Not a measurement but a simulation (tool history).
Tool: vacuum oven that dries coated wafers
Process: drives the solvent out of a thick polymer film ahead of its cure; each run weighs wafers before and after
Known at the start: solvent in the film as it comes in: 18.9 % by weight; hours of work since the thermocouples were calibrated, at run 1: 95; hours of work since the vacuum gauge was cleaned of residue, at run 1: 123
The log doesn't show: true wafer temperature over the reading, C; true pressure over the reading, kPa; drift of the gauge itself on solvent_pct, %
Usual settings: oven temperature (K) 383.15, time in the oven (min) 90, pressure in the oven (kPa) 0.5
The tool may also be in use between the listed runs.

run	hour	oven temperature (K)	time in the oven (min)	pressure in the oven (kPa)	hours of work since the thermocouples were calibrated	hours of work since the vacuum gauge was cleaned of residue	solvent left in the film (%)
1	0	383.15	90	0.5	95	123	0.95
2	15	383.15	90	0.646	103	131	1.04
3	25.9	383.15	90	0.646	109	136	0.95
4	42	383.15	90	0.646	117	145	0.97
5	50.3	383.15	90	0.646	121	149	0.91
6	62.6	383.15	90	0.646	128	155	0.95
7	70.7	383.15	70	0.646	132	159	1.7
8	79.1	376.15	70	0.646	136	164	2.81
9	93.3	376.15	70	0.646	143	171	2.71
10	110.3	376.15	70	0.646	152	180	2.79
11	122.4	383.15	90	0.5	158	186	0.97
12	132.2	383.15	68	1.703	163	191	2.23
13	147.6	383.15	68	1.703	171	199	2.21
14	163.6	383.15	85	1.537	180	207	1.45
15	180.8	380.15	69	1.537	188	216	2.59
# hour 184.1: oven's thermocouples calibrated
16	195.1	375.15	58	0.735	6	222	3.84
17	208.3	393.15	58	1.546	12	229	1.31
18	222.9	393.15	58	1.546	20	237	1.35
19	238.4	375.15	95	0.334	28	244	1.59
# hour 251: oven's thermocouples calibrated, once more
20	252.5	371.15	95	0.334	1	251	2.03
21	269.2	371.15	95	0.334	9	259	2.18
22	285.9	371.15	95	0.334	18	268	2.13

Forecast each of these 3 alternatives for the next run:
A	303	371.15	133	0.454	27	277	?
B	303	374.15	95	0.334	27	277	?
C	303	390.15	90	0.5	27	277	?

run	solvent left in the film (%)
A	1.2
B	1.6
C	0.47
Without the tool's hidden state the same runs would have given:
run	solvent left in the film (%)
A	1.15
B	1.55
C	0.45
